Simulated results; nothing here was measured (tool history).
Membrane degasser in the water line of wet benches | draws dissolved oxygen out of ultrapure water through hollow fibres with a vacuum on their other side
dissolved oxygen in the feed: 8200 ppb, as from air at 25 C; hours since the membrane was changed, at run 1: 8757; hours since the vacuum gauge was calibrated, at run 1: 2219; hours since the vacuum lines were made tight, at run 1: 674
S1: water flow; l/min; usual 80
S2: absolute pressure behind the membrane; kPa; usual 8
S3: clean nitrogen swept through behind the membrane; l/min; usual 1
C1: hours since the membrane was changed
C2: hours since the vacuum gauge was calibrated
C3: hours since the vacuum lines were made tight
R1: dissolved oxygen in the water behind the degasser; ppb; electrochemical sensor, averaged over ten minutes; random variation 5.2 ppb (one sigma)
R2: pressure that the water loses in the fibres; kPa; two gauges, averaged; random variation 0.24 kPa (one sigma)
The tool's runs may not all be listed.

run,hour,S1,S2,S3,C1,C2,C3,R1,R2
1,0,80,8,1,8757,2219,674,650.2,68.04
2,136.1,80,8,1,8893,2355,810,639.7,68.44
3,304.6,80,8,1,9061,2523,978,643.3,68.48
4,533,80,8,1,9290,2752,1207,644.3,69.06
5,802,80,8,0.66,9559,3021,1476,831.7,68.34
6,1080.9,80,8,0.66,9837,3300,1755,814,68.66
7,1362.4,80,8,0.66,10119,3581,2036,829.8,68.84
8,1546.1,80,8,0.66,10303,3765,2220,835,68.31
9,1736.8,80,8,0.66,10493,3956,2411,820.5,68.79
10,1893.2,80,8,0.66,10650,4112,2567,829.9,68.53
11,2030.4,80,8,0.66,10787,4249,2704,838,69.12
12,2258.4,56,8,0.66,11015,4477,2932,673.7,48.2
13,2412.3,56,8,0.66,11169,4631,3086,666,48.36
14,2697.6,56,8,0.66,11454,4916,3371,663.2,48.19
15,2918.3,80,8,0.59,11675,5137,3592,891.7,69.51
16,3114.4,80,8,0.59,11871,5333,3788,880,69.9
17,3387.6,101,17.7,0.92,12144,5606,4061,2045.2,88.15
18,3513.9,104,11.81,0.91,12270,5733,4188,1368.9,90.61
19,3693.1,104,11.81,0.91,12450,5912,4367,1371.2,90.82
20,3968.6,104,11.81,0.91,12725,6187,4642,1376.1,90.67
21,4237.5,66,8,2.63,12994,6456,4911,282.7,57.89
22,4465.3,66,8,2.63,13222,6684,5139,282.6,58.15
23,4738.3,75,8,0.44,13495,6957,5412,998.9,65.42
24,4955.8,75,8,0.44,13712,7174,5629,988.3,66.21
25,5093.8,98,8,0.61,13850,7312,5768,1003.6,86.35
26,5230.3,98,8,0.61,13987,7449,5904,1005.3,86.73
27,5409.1,90,4.88,0.45,14166,7628,6083,464.3,79.52
28,5676.8,90,8,2.6,14433,7896,6351,386,79.29
29,5810,92,7.28,1,14567,8029,6484,650.1,81.53
30,6089.3,80,7.86,0.9,14846,8308,6763,710.5,71.12
31,6231.9,122,5.28,1.44,14989,8451,6906,429.5,107.56

4 ways to go on from here, each from the tool as it stands after run 31. What would each give?
# hour 6349.1: vacuum gauge calibrated
A,6396.6,80,4.93,0.62,15153,47,7070,?,?
# hour 6349.1: vacuum gauge calibrated
B,6396.6,80,9.84,1,15153,47,7070,?,?
# hour 6349.1: vacuum gauge calibrated
C,6396.6,59,5.44,1.47,15153,47,7070,?,?
# hour 6349.1: vacuum gauge calibrated
D,6396.6,98,5.61,2.99,15153,47,7070,?,?

run,R1,R2
A,330.6,71.25
B,843.1,71.4
C,185.1,52.19
D,212.7,87.4
Without the tool's hidden state the same runs would have given:
run,R1,R2
A,319.2,64.24
B,833.7,64.39
C,180.9,47.05
D,190.8,78.78
